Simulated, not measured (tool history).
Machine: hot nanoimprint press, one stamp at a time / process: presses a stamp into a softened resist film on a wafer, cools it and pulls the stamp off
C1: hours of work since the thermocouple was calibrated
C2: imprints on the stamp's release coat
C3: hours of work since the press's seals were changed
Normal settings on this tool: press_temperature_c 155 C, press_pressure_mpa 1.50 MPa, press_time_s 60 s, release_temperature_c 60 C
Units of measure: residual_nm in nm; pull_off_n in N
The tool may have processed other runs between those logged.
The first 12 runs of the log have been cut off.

{"run": 13, "day": 25.854, "press_temperature_c": 155, "press_pressure_mpa": 1.5, "press_time_s": 60, "release_temperature_c": 60, "C1": 365, "C2": 273, "C3": 111, "residual_nm": 151.4, "pull_off_n": 187}
{"run": 14, "day": 27.571, "press_temperature_c": 155, "press_pressure_mpa": 1.5, "press_time_s": 60, "release_temperature_c": 60, "C1": 385, "C2": 378, "C3": 131, "residual_nm": 151.5, "pull_off_n": 198}
{"run": 15, "day": 29.833, "press_temperature_c": 155, "press_pressure_mpa": 1.25, "press_time_s": 60, "release_temperature_c": 60, "C1": 412, "C2": 516, "C3": 158, "residual_nm": 164.2, "pull_off_n": 192}
{"run": 16, "day": 31.712, "press_temperature_c": 155, "press_pressure_mpa": 1.25, "press_time_s": 60, "release_temperature_c": 60, "C1": 434, "C2": 632, "C3": 180, "residual_nm": 164.0, "pull_off_n": 196}
{"run": 17, "day": 33.946, "press_temperature_c": 154, "press_pressure_mpa": 1.03, "press_time_s": 60, "release_temperature_c": 60, "C1": 460, "C2": 768, "C3": 206, "residual_nm": 184.3, "pull_off_n": 191}
{"day": 35.146, "done": "stamp cleaned and given a new release coat"}
{"day": 35.867, "done": "plate thermocouple calibrated"}
{"run": 18, "day": 36.233, "press_temperature_c": 154, "press_pressure_mpa": 1.03, "press_time_s": 60, "release_temperature_c": 60, "C1": 4, "C2": 59, "C3": 228, "residual_nm": 181.2, "pull_off_n": 190}
{"run": 19, "day": 38.15, "press_temperature_c": 154, "press_pressure_mpa": 1.49, "press_time_s": 60, "release_temperature_c": 60, "C1": 27, "C2": 176, "C3": 251, "residual_nm": 159.4, "pull_off_n": 191}
{"run": 20, "day": 40.446, "press_temperature_c": 151, "press_pressure_mpa": 1.91, "press_time_s": 56, "release_temperature_c": 64, "C1": 53, "C2": 317, "C3": 277, "residual_nm": 163.5, "pull_off_n": 181}
{"run": 21, "day": 43.179, "press_temperature_c": 151, "press_pressure_mpa": 1.91, "press_time_s": 56, "release_temperature_c": 64, "C1": 85, "C2": 484, "C3": 309, "residual_nm": 163.8, "pull_off_n": 169}
{"run": 22, "day": 45.571, "press_temperature_c": 147, "press_pressure_mpa": 1.91, "press_time_s": 65, "release_temperature_c": 67, "C1": 113, "C2": 631, "C3": 337, "residual_nm": 179.6, "pull_off_n": 167}
{"run": 23, "day": 47.146, "press_temperature_c": 152, "press_pressure_mpa": 1.36, "press_time_s": 69, "release_temperature_c": 60, "C1": 132, "C2": 727, "C3": 356, "residual_nm": 168.4, "pull_off_n": 191}
{"day": 48.825, "done": "stamp cleaned and given a new release coat"}
{"run": 24, "day": 50.112, "press_temperature_c": 166, "press_pressure_mpa": 1.01, "press_time_s": 51, "release_temperature_c": 45, "C1": 163, "C2": 79, "C3": 387, "residual_nm": 130.9, "pull_off_n": 244}
{"run": 25, "day": 53.075, "press_temperature_c": 155, "press_pressure_mpa": 1.01, "press_time_s": 51, "release_temperature_c": 45, "C1": 198, "C2": 261, "C3": 422, "residual_nm": 188.6, "pull_off_n": 245}
{"run": 26, "day": 54.7, "press_temperature_c": 145, "press_pressure_mpa": 1.5, "press_time_s": 60, "release_temperature_c": 57, "C1": 217, "C2": 360, "C3": 441, "residual_nm": 218.7, "pull_off_n": 200}
{"run": 27, "day": 56.242, "press_temperature_c": 150, "press_pressure_mpa": 1.24, "press_time_s": 55, "release_temperature_c": 56, "C1": 235, "C2": 455, "C3": 459, "residual_nm": 200.6, "pull_off_n": 213}
{"run": 28, "day": 57.892, "press_temperature_c": 163, "press_pressure_mpa": 1.28, "press_time_s": 60, "release_temperature_c": 46, "C1": 254, "C2": 556, "C3": 478, "residual_nm": 121.8, "pull_off_n": 239}
{"run": 29, "day": 59.196, "press_temperature_c": 157, "press_pressure_mpa": 1.28, "press_time_s": 115, "release_temperature_c": 46, "C1": 269, "C2": 636, "C3": 493, "residual_nm": 115.6, "pull_off_n": 248}
{"run": 30, "day": 61.388, "press_temperature_c": 157, "press_pressure_mpa": 1.28, "press_time_s": 115, "release_temperature_c": 46, "C1": 295, "C2": 770, "C3": 519, "residual_nm": 114.2, "pull_off_n": 249}
{"day": 62.512, "done": "stamp cleaned and given a new release coat"}
{"run": 31, "day": 64.312, "press_temperature_c": 157, "press_pressure_mpa": 1.28, "press_time_s": 115, "release_temperature_c": 46, "C1": 326, "C2": 110, "C3": 550, "residual_nm": 115.9, "pull_off_n": 233}

Consider 3 possible next runs. They are alternatives, not a sequence: every one starts from the tool as it was left by run 31. What does each give?
{"run": "A", "day": 65.629, "press_temperature_c": 151, "press_pressure_mpa": 2.14, "press_time_s": 60, "release_temperature_c": 64, "C1": 342, "C2": 191, "C3": 565, "residual_nm": "?", "pull_off_n": "?"}
{"run": "B", "day": 65.629, "press_temperature_c": 155, "press_pressure_mpa": 1.5, "press_time_s": 40, "release_temperature_c": 56, "C1": 342, "C2": 191, "C3": 565, "residual_nm": "?", "pull_off_n": "?"}
{"run": "C", "day": 65.629, "press_temperature_c": 149, "press_pressure_mpa": 1.5, "press_time_s": 60, "release_temperature_c": 66, "C1": 342, "C2": 191, "C3": 565, "residual_nm": "?", "pull_off_n": "?"}

run=A residual_nm=152.1 pull_off_n=171
run=B residual_nm=177.0 pull_off_n=208
run=C residual_nm=191.5 pull_off_n=172
The same runs, with their run-to-run variation unchanged, on a tool lacking any hidden condition would have given:
run=A residual_nm=151.7 pull_off_n=170
run=B residual_nm=176.6 pull_off_n=207
run=C residual_nm=191.0 pull_off_n=171
